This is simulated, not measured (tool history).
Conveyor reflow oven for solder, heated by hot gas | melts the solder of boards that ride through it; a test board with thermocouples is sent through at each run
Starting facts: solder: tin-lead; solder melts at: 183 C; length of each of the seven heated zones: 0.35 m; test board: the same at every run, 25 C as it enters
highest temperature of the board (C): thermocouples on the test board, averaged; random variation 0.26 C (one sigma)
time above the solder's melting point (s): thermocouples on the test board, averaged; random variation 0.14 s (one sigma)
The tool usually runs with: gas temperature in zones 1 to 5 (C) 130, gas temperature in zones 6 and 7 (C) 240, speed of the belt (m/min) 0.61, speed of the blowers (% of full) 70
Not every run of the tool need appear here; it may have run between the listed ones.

run,hour,gas temperature in zones 1 to 5 (C),gas temperature in zones 6 and 7 (C),speed of the belt (m/min),speed of the blowers (% of full),highest temperature of the board (C),time above the solder's melting point (s)
1,0,130,240,0.61,70,222.6,53
2,9.8,130,233,0.61,70,215.8,48.5
3,20.5,130,233,0.61,70,216,48.6
4,30.8,130,240,0.61,70,221.8,52.9
5,35.6,130,240,0.61,70,221.7,52.5
6,46.6,116,240,0.61,70,219.3,47.5
7,51.7,142,240,0.61,70,223.6,57.6
8,60.7,130,240,0.61,70,221.8,52.7
# hour 66.1: flux residue cleaned out of gas plates and filters
9,71.8,130,240,0.61,85,221.7,52.5
10,78.2,130,240,0.61,85,221.7,52.5
11,85.6,130,240,0.61,85,221.6,52.5
12,90.4,130,240,0.575,70,221.4,55.3
13,95,141,240,0.575,68,222.7,59.8
14,105.9,140,252,0.695,67,225.5,50.3
15,115.8,130,231,0.541,60,213.5,52.6
# hour 127.3: flux residue cleaned out of gas plates and filters, once more
16,129.1,139,243,0.61,70,228.4,59.2
17,136.7,139,243,0.61,70,228.9,59.5
18,144,139,243,0.61,70,228.6,59.2
19,153.8,139,228,0.61,73,215.3,52.1
20,162.3,129,240,0.61,64,222.8,53.3
21,173.1,133,240,0.575,82,228.6,61.5
22,177.6,133,240,0.575,82,228.7,61.7
23,186,122,233,0.575,82,220.4,54.7

5 options for the next run, each taken on its own from the tool as it stands now. Forecast them:
A,193.7,130,250,0.643,55,?,?
B,193.7,130,243,0.601,70,?,?
C,193.7,122,252,0.594,70,?,?
D,193.7,130,233,0.575,82,?,?
E,193.7,137,240,0.587,74,?,?

run,highest temperature of the board (C),time above the solder's melting point (s)
A,226.9,52.9
B,227.4,57.2
C,234.7,59.8
D,221.3,57.3
E,227,60.6
Without the tool's unlogged condition, the same runs would have read:
run,highest temperature of the board (C),time above the solder's melting point (s)
A,228.6,53.5
B,229.2,57.8
C,236.5,60.3
D,223.1,58
E,228.7,61.1
